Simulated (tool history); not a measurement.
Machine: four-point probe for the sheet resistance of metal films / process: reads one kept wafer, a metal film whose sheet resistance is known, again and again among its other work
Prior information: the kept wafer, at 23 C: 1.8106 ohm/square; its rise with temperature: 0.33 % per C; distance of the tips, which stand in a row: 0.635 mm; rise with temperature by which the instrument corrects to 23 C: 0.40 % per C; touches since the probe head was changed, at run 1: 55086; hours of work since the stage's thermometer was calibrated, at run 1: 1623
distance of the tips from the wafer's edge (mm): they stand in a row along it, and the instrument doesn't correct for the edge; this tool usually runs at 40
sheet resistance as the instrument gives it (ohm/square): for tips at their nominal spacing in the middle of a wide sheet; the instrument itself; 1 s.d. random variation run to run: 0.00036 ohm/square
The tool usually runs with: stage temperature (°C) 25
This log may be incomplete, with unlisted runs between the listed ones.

run    hour  stage temperature (°C)  distance of the tips from the wafer's edge (mm)  touches since the probe head was changed  hours of work since the stage's thermometer was calibrated  sheet resistance as the instrument gives it (ohm/square)
  1     0.0                      25                                               40                                     55086                                                        1623                                                  1.797598
  2    31.9                      25                                               40                                     55831                                                        1637                                                  1.796107
  3    71.4                      25                                               40                                     56752                                                        1655                                                  1.796277
  4   123.0                      25                                               40                                     57955                                                        1677                                                  1.796754
  5   177.0                      25                                               40                                     59215                                                        1701                                                  1.796670
  6   235.2                      25                                               40                                     60570                                                        1726                                                  1.796768
  7   283.8                      25                                               40                                     61704                                                        1748                                                  1.795878
  8   340.7                      25                                               40                                     63031                                                        1773                                                  1.795443
  9   369.0                      25                                               40                                     63692                                                        1785                                                  1.795414
 10   430.3                      25                                               42                                     65121                                                        1812                                                  1.795321
 11   456.4                      25                                               31                                     65730                                                        1823                                                  1.794929
 12   518.4                      25                                               40                                     67176                                                        1850                                                  1.794541
 13   566.0                      25                                               40                                     68286                                                        1871                                                  1.795752
 14   619.6                      25                                               40                                     69537                                                        1895                                                  1.794072
 15   648.6                      25                                               40                                     70211                                                        1907                                                  1.794704
 16   683.5                      25                                               25                                     71027                                                        1923                                                  1.795126
 17   742.8                      25                                               40                                     72409                                                        1949                                                  1.794114
 18   786.8                      25                                                4                                     73436                                                        1968                                                  1.818190
 19   826.1                      21                                               40                                     74351                                                        1985                                                  1.799327
 20   873.6                      21                                               40                                     75458                                                        2006                                                  1.798818
 21   931.7                      25                                               29                                     76815                                                        2032                                                  1.794210
 22   975.1                      25                                               29                                     77826                                                        2051                                                  1.793082
 23  1010.2                      25                                               29                                     78645                                                        2066                                                  1.793136
 24  1048.2                      31                                               36                                     79532                                                        2083                                                  1.784343
 25  1083.3                      19                                               36                                     80349                                                        2098                                                  1.801029
 26  1125.1                      32                                                8                                     81324                                                        2116                                                  1.788992
     1151.7  -- stage's thermometer calibrated
 27  1151.7                      21                                               15                                     81932                                                           0                                                  1.796568
 28  1199.1                      31                                               25                                     83040                                                          21                                                  1.781205
 29  1248.7                      28                                               68                                     84195                                                          43                                                  1.784267
 30  1278.5                      31                                                3                                     84890                                                          56                                                  1.822638
 31  1305.3                      22                                               23                                     85515                                                          67                                                  1.793355
 32  1350.2                      23                                               27                                     86562                                                          87                                                  1.790902
 33  1393.4                      23                                               27                                     87571                                                         106                                                  1.791111
 34  1454.1                      23                                               27                                     88985                                                         133                                                  1.790625
 35  1502.3                      23                                               27                                     90110                                                         154                                                  1.790540
 36  1542.0                      22                                               27                                     91034                                                         171                                                  1.791684
 37  1601.4                      18                                               38                                     92420                                                         197                                                  1.797639
 38  1663.9                      18                                               38                                     93877                                                         224                                                  1.797860
 39  1709.7                      23                                               40                                     94945                                                         244                                                  1.790072
 40  1749.2                      25                                               45                                     95866                                                         262                                                  1.786829
 41  1781.8                      23                                                4                                     96628                                                         276                                                  1.813470
 42  1840.7                      20                                                4                                     98000                                                         302                                                  1.817434
 43  1884.4                      28                                                9                                     99021                                                         321                                                  1.785987
 44  1913.2                      28                                                9                                     99693                                                         334                                                  1.786717

For each run, the measured value with the value that run would have given without the tool's hidden condition subtracted. The run-to-run variation is shared by both, the gauge scatter possibly not:
The tool's hidden condition here consists of: inner tips' distance over the nominal, %; tips' flats over new ones', %; wafer's true temperature over the reading, C; drift of the gauge itself on sheet_ohm, %.
run  sheet resistance as the instrument gives it (ohm/square)
  1                                                 -0.010985
  2                                                 -0.011105
  3                                                 -0.011274
  4                                                 -0.011494
  5                                                 -0.011734
  6                                                 -0.011971
  7                                                 -0.012180
  8                                                 -0.012419
  9                                                 -0.012529
 10                                                 -0.012769
 11                                                 -0.012877
 12                                                 -0.013120
 13                                                 -0.013311
 14                                                 -0.013525
 15                                                 -0.013651
 16                                                 -0.013795
 17                                                 -0.013995
 18                                                 -0.014350
 19                                                 -0.014363
 20                                                 -0.014571
 21                                                 -0.014822
 22                                                 -0.014994
 23                                                 -0.015125
 24                                                 -0.015280
 25                                                 -0.015439
 26                                                 -0.015632
 27                                                 -0.018866
 28                                                 -0.018904
 29                                                 -0.019132
 30                                                 -0.019618
 31                                                 -0.019431
 32                                                 -0.019597
 33                                                 -0.019772
 34                                                 -0.020036
 35                                                 -0.020221
 36                                                 -0.020379
 37                                                 -0.020691
 38                                                 -0.020958
 39                                                 -0.021055
 40                                                 -0.021181
 41                                                 -0.021588
 42                                                 -0.021901
 43                                                 -0.021740
 44                                                 -0.021879

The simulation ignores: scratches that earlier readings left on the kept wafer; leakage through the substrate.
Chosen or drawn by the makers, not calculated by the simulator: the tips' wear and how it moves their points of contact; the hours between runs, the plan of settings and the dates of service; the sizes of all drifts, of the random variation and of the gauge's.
